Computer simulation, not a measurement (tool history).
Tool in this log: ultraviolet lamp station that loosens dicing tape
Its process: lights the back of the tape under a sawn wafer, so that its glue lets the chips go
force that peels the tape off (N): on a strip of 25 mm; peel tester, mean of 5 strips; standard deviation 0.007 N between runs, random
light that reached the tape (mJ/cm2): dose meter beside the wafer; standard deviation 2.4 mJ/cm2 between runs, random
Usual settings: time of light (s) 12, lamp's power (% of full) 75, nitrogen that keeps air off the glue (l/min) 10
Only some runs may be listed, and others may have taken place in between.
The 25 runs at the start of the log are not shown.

run    hour  time of light (s)  lamp's power (% of full)  nitrogen that keeps air off the glue (l/min)  hours of work of the lamp  hours of work since the window was cleaned  force that peels the tape off (N)  light that reached the tape (mJ/cm2)
 26   880.4                 22                        62                                            10                       1370                                         306                              0.099                                   411
 27   930.1                 12                        69                                            10                       1404                                         341                              0.323                                   246
 28   980.5                  8                        74                                            14                       1440                                         376                              0.579                                   179
 29  1017.2                  8                        74                                            14                       1465                                         402                              0.598                                   180
 30  1058.9                  8                        75                                             3                       1494                                         431                              1.743                                   180
 31  1092.8                  8                        75                                             3                       1518                                         455                              1.689                                   177
     1140.5  -- window cleaned of glue's vapour
 32  1140.5                  8                        75                                             3                       1551                                           0                              1.742                                   184
 33  1191.0                  8                        75                                             3                       1586                                          35                              1.668                                   179
 34  1238.4                  9                        64                                             3                       1619                                          68                              1.798                                   176
 35  1279.1                  9                        64                                             3                       1648                                          97                              1.733                                   171
 36  1303.7                  9                        64                                             3                       1665                                         114                              1.817                                   172
 37  1348.4                 12                        75                                             9                       1696                                         145                              0.271                                   272
 38  1375.7                 17                        68                                             4                       1715                                         164                              0.300                                   349
 39  1400.2                 13                        77                                            12                       1732                                         181                              0.157                                   302
 40  1439.6                 13                        77                                            12                       1760                                         209                              0.162                                   299
 41  1484.3                 12                        61                                            16                       1791                                         240                              0.299                                   219
 42  1509.6                 12                        61                                            16                       1808                                         258                              0.293                                   220
 43  1554.6                 14                        80                                             7                       1840                                         289                              0.176                                   337

Alternative continuations, all from the tool just after run 43; predict every row:
  A  1595.0                 21                        80                                            14                       1868                                         317                                  ?                                     ?
  B  1595.0                  6                        75                                            15                       1868                                         317                                  ?                                     ?
  C  1595.0                 15                        80                                             5                       1868                                         317                                  ?                                     ?
  D  1595.0                 12                        93                                             6                       1868                                         317                                  ?                                     ?

run  force that peels the tape off (N)  light that reached the tape (mJ/cm2)
  A                              0.073                                   504
  B                              1.044                                   134
  C                              0.214                                   360
  D                              0.213                                   332
With the hidden condition removed and each run's random variation left untouched, the same runs would have given:
run  force that peels the tape off (N)  light that reached the tape (mJ/cm2)
  A                              0.073                                   505
  B                              1.039                                   135
  C                              0.212                                   361
  D                              0.211                                   333
